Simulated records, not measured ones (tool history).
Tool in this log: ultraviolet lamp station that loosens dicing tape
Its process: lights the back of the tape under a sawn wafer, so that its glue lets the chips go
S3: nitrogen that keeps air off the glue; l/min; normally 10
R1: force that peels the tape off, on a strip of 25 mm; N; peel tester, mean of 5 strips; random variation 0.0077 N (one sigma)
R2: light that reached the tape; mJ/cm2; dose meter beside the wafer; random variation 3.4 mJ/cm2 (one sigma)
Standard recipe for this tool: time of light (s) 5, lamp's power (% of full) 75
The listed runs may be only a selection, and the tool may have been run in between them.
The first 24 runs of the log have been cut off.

Run 25, hour 1437.9: usual settings but time of light (s) 9, lamp's power (% of full) 61, S3 3 l/min. Result: R1 0.627 N, R2 579 mJ/cm2.
Run 26, hour 1519.7: usual settings but time of light (s) 9, lamp's power (% of full) 91, S3 18 l/min. Result: R1 0.177 N, R2 842 mJ/cm2.
Run 27, hour 1596.6: usual settings but time of light (s) 9, lamp's power (% of full) 91, S3 18 l/min. Result: R1 0.180 N, R2 823 mJ/cm2.
Run 28, hour 1642.9: usual settings but time of light (s) 8, lamp's power (% of full) 99, S3 18 l/min. Result: R1 0.173 N, R2 783 mJ/cm2.
Run 29, hour 1714.4: usual settings but time of light (s) 8, S3 5 l/min. Result: R1 0.428 N, R2 585 mJ/cm2.
Run 30, hour 1755.8: usual settings but time of light (s) 8, lamp's power (% of full) 77, S3 4 l/min. Result: R1 0.493 N, R2 593 mJ/cm2.
Run 31, hour 1812.1: usual settings but time of light (s) 3. Result: R1 1.383 N, R2 215 mJ/cm2.
Run 32, hour 1895.5: usual settings but time of light (s) 3. Result: R1 1.460 N, R2 202 mJ/cm2.
Run 33, hour 1982.4: usual settings but time of light (s) 3. Result: R1 1.467 N, R2 202 mJ/cm2.
Run 34, hour 2026.2: usual settings but time of light (s) 3, S3 12 l/min. Result: R1 1.372 N, R2 201 mJ/cm2.
At hour 2054.8: window cleaned of glue's vapour.
Run 35, hour 2084.8: usual settings but time of light (s) 7. Result: R1 0.333 N, R2 508 mJ/cm2.
Run 36, hour 2143.7: usual settings but time of light (s) 7. Result: R1 0.353 N, R2 492 mJ/cm2.
Run 37, hour 2227.5: usual settings but time of light (s) 3, S3 14 l/min. Result: R1 1.178 N, R2 208 mJ/cm2.
Run 38, hour 2290.0: usual settings but time of light (s) 3, S3 14 l/min. Result: R1 1.225 N, R2 202 mJ/cm2.
Run 39, hour 2345.7: usual settings but lamp's power (% of full) 74, S3 5 l/min. Result: R1 1.102 N, R2 328 mJ/cm2.
Run 40, hour 2400.4: usual settings but lamp's power (% of full) 74, S3 5 l/min. Result: R1 1.108 N, R2 325 mJ/cm2.
Run 41, hour 2484.0: usual settings but lamp's power (% of full) 74, S3 5 l/min. Result: R1 1.141 N, R2 314 mJ/cm2.
Run 42, hour 2552.6: usual settings but lamp's power (% of full) 80, S3 5 l/min. Result: R1 1.055 N, R2 336 mJ/cm2.
Run 43, hour 2615.3: usual settings but time of light (s) 8, S3 14 l/min. Result: R1 0.307 N, R2 488 mJ/cm2.

Predict each of these 3 candidate next runs independently; none follows another, all start after run 43:
Run A, hour 2696.8: usual settings but time of light (s) 4, lamp's power (% of full) 90, S3 3 l/min. Result: R1 ?, R2 ?.
Run B, hour 2696.8: usual settings but time of light (s) 4, S3 14 l/min. Result: R1 ?, R2 ?.
Run C, hour 2696.8: usual settings but time of light (s) 6, lamp's power (% of full) 87, S3 4 l/min. Result: R1 ?, R2 ?.

run     R1   R2
  A  1.611  287
  B  0.980  241
  C  0.890  411
Without the tool's unlogged condition, the same runs would have read:
run     R1   R2
  A  0.686  535
  B  0.345  447
  C  0.309  769

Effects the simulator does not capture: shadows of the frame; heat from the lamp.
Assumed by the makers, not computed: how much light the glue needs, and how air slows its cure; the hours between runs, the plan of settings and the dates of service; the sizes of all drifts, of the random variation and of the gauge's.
